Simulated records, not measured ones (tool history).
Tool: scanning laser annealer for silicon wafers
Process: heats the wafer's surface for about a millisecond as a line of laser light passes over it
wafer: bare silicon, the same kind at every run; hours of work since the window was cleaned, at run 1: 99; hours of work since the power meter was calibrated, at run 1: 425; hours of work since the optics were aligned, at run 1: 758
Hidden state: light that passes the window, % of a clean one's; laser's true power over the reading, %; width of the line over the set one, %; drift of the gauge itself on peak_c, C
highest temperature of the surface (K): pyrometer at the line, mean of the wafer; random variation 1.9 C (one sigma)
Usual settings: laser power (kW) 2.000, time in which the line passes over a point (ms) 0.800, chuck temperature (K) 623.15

run	day	laser power (kW)	time in which the line passes over a point (ms)	chuck temperature (K)	hours of work since the window was cleaned	hours of work since the power meter was calibrated	hours of work since the optics were aligned	highest temperature of the surface (K)
1	0.000	2.000	0.800	623.15	99	425	758	1415.15
2	0.592	2.000	0.800	626.15	105	431	764	1424.15
3	1.654	2.000	0.800	586.15	116	442	775	1378.15
4	2.412	2.000	0.800	586.15	124	450	783	1373.15
5	3.146	2.000	0.800	623.15	131	457	790	1415.15
6	4.488	2.000	0.800	623.15	145	471	804	1409.15
7	5.608	2.080	0.753	623.15	157	483	816	1428.15
8	6.225	2.000	0.616	623.15	163	489	822	1312.15
9	6.938	2.000	0.639	623.15	171	497	830	1324.15
10	7.567	1.770	0.844	623.15	177	503	836	1312.15

Forecast run 11:
11	8.733	1.767	0.800	603.15	190	515	848	?

{"run 11": {"highest temperature of the surface (K)": 1273.15}}
Without the tool's hidden state the same run would have given highest temperature of the surface (K) 1316.15.
